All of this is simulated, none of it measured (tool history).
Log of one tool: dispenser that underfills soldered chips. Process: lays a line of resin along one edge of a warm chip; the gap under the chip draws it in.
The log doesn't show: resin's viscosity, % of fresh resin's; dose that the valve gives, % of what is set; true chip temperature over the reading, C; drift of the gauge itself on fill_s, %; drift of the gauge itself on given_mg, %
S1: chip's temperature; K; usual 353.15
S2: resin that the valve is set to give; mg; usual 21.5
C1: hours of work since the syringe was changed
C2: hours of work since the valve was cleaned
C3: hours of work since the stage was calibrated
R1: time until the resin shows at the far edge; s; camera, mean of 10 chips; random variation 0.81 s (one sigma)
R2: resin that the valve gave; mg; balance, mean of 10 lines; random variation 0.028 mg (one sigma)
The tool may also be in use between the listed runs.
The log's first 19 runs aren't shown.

run   hour      S1    S2  C1  C2   C3     R1     R2
     161.6  -- new syringe of resin
 20  164.3  342.15  18.8   2  41   14  146.0  18.56
     169.5  -- dispensing valve cleaned and set on the balance
 21  173.6  364.15  18.8   8   3   21   70.4  18.74
     178.4  -- new syringe of resin
 22  182.9  366.15  27.3   3  10   27   48.0  27.09
 23  191.0  366.15  27.3   9  16   33   63.0  27.03
     193.5  -- new syringe of resin
 24  197.9  340.15  22.9   3  20   38  155.1  22.67
 25  205.0  340.15  22.9   8  26   43  193.8  22.65
     208.7  -- new syringe of resin
 26  212.3  361.15  26.2   3  31   48   58.4  25.90
     224.1  -- new syringe of resin
 27  224.1  350.15  19.9   0  39   57   87.3  19.58
     233.0  -- dispensing valve cleaned and set on the balance
 28  233.9  350.15  19.9   6   1   63  114.7  19.87
     240.6  -- new syringe of resin
 29  244.1  350.15  19.9   3   8   71   99.1  19.80
 30  254.9  347.15  19.8  10  16   78  161.1  19.68
     256.1  -- new syringe of resin
 31  263.7  358.15  24.7   6  22   85   76.4  24.56
 32  270.5  356.15  21.5  11  27   90  105.6  21.25
     271.7  -- new syringe of resin
 33  281.4  353.15  20.3   7  35   98  104.7  20.03
     286.9  -- new syringe of resin
 34  288.0  353.15  19.3   1  40  102   78.9  19.00
 35  293.3  353.15  19.3   5  43  106   93.7  18.96

Forecast each of these 4 alternatives for the next run:
     295.7  -- dispensing valve cleaned and set on the balance
  A  299.6  367.15  18.5   9   3  110   ?   ?
     295.7  -- dispensing valve cleaned and set on the balance
  B  299.6  343.15  24.4   9   3  110   ?   ?
     295.7  -- dispensing valve cleaned and set on the balance
  C  299.6  346.15  21.8   9   3  110   ?   ?
     295.7  -- dispensing valve cleaned and set on the balance
  D  299.6  349.15  23.5   9   3  110   ?   ?

run     R1     R2
  A   62.3  18.48
  B  170.2  24.41
  C  150.3  21.82
  D  127.9  23.60
Without the tool's hidden state the same runs would have given:
run     R1     R2
  A   43.0  18.45
  B  118.1  24.38
  C  104.3  21.78
  D   88.9  23.56
